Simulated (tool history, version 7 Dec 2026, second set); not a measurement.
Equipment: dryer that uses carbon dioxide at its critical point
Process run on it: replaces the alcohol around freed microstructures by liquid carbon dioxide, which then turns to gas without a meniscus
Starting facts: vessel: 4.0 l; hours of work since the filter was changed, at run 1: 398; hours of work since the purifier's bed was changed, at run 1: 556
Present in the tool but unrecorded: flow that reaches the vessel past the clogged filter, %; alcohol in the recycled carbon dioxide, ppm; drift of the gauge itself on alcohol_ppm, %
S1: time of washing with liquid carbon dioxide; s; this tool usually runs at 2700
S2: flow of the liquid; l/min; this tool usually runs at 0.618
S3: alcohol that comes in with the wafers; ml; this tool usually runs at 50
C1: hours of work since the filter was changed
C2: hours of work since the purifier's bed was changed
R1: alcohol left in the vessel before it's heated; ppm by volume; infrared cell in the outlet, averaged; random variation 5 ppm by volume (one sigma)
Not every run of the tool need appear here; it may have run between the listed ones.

run,hour,S1,S2,S3,C1,C2,R1
1,0.0,2700,0.618,50,398,556,109
2,28.0,3000,0.618,50,407,565,99
3,60.3,3000,0.618,50,418,576,93
4,89.6,2700,0.618,59,428,586,120
5,123.7,2700,0.618,59,440,598,112
6,164.8,2700,0.618,59,454,612,121
7,196.3,2700,0.618,59,465,623,123
8,219.5,2700,0.618,59,473,630,124
9,261.5,2700,0.618,59,487,645,125
10,285.3,2520,0.618,59,495,653,149
11,310.0,1620,0.618,93,504,661,849
12,327.3,2100,0.977,45,509,667,91
13,364.1,4200,0.771,45,522,680,78
# hour 394.7: inlet filter changed
14,406.6,2160,0.492,45,4,694,325
15,448.2,1920,0.618,20,18,708,157
16,481.7,2700,0.710,50,30,719,101
17,521.3,1740,0.710,24,43,733,153
18,548.4,3300,0.618,118,52,742,113
19,568.9,2580,0.380,106,59,749,850
20,603.5,3480,0.380,107,71,761,314

Branching from run 20: 4 alternative next runs. What would each branch give?
A,638.0,3840,0.583,103,83,773,?
B,638.0,2940,0.502,50,83,773,?
C,638.0,3840,0.669,81,83,773,?
D,638.0,4140,0.380,85,83,773,?

run,R1
A,103
B,157
C,99
D,162
Without the tool's unlogged condition, the same runs would have read:
run,R1
A,13
B,65
C,12
D,71
